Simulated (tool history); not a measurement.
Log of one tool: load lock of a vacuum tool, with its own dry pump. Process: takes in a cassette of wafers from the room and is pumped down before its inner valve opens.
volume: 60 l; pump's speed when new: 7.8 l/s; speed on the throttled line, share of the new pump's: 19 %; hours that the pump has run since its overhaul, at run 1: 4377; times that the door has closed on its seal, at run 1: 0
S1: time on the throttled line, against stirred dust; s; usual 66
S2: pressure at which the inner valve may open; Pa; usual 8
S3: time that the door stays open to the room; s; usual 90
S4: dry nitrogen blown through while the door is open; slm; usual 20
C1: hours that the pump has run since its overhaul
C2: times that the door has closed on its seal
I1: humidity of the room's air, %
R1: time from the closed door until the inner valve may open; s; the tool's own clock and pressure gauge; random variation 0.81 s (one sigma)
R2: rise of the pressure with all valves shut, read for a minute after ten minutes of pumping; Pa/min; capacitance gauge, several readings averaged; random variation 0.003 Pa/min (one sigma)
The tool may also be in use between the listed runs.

run 1 day=0.000 | S1=66 S2=8 S3=90 S4=20 | C1=4377 C2=0 | I1=45.9 | R1=126.8 R2=0.031
run 2 day=26.296 | S1=66 S2=8 S3=90 S4=20 | C1=5009 C2=2152 | I1=45.4 | R1=128.1 R2=0.027
run 3 day=51.221 | S1=66 S2=8 S3=90 S4=20 | C1=5607 C2=4191 | I1=41.7 | R1=124.3 R2=0.028
run 4 day=78.633 | S1=66 S2=8 S3=90 S4=20 | C1=6265 C2=6434 | I1=45.7 | R1=126.6 R2=0.029
run 5 day=99.571 | S1=66 S2=8 S3=90 S4=20 | C1=6767 C2=8146 | I1=44.2 | R1=125.5 R2=0.024
run 6 day=121.712 | S1=66 S2=9 S3=90 S4=20 | C1=7299 C2=9958 | I1=44.2 | R1=125.5 R2=0.024
run 7 day=151.350 | S1=66 S2=9 S3=90 S4=20 | C1=8010 C2=12383 | I1=44.6 | R1=126.0 R2=0.033
run 8 day=169.738 | S1=66 S2=9 S3=90 S4=20 | C1=8451 C2=13887 | I1=46.9 | R1=125.5 R2=0.033
run 9 day=199.417 | S1=66 S2=9 S3=90 S4=20 | C1=9163 C2=16315 | I1=46.0 | R1=126.3 R2=0.028
run 10 day=229.033 | S1=66 S2=9 S3=90 S4=20 | C1=9874 C2=18738 | I1=43.1 | R1=126.1 R2=0.027
run 11 day=250.267 | S1=95 S2=9 S3=90 S4=20 | C1=10384 C2=20475 | I1=45.6 | R1=148.0 R2=0.036
run 12 day=278.008 | S1=95 S2=9 S3=90 S4=20 | C1=11050 C2=22745 | I1=45.8 | R1=147.1 R2=0.031
run 13 day=303.342 | S1=95 S2=9 S3=90 S4=20 | C1=11658 C2=24817 | I1=44.8 | R1=148.8 R2=0.025
run 14 day=329.704 | S1=90 S2=8 S3=31 S4=7 | C1=12290 C2=26974 | I1=46.8 | R1=146.3 R2=0.032

Run 15 comes next. What will it give?
run 15 day=359.512 | S1=55 S2=15 S3=72 S4=20 | C1=13006 C2=29413 | I1=45.5 | R1=? R2=?

Run 15 gave R1 112.5 s, R2 0.024 Pa/min.
Without the tool's hidden state the same run would have given R1 112.4 s, R2 0.022 Pa/min.

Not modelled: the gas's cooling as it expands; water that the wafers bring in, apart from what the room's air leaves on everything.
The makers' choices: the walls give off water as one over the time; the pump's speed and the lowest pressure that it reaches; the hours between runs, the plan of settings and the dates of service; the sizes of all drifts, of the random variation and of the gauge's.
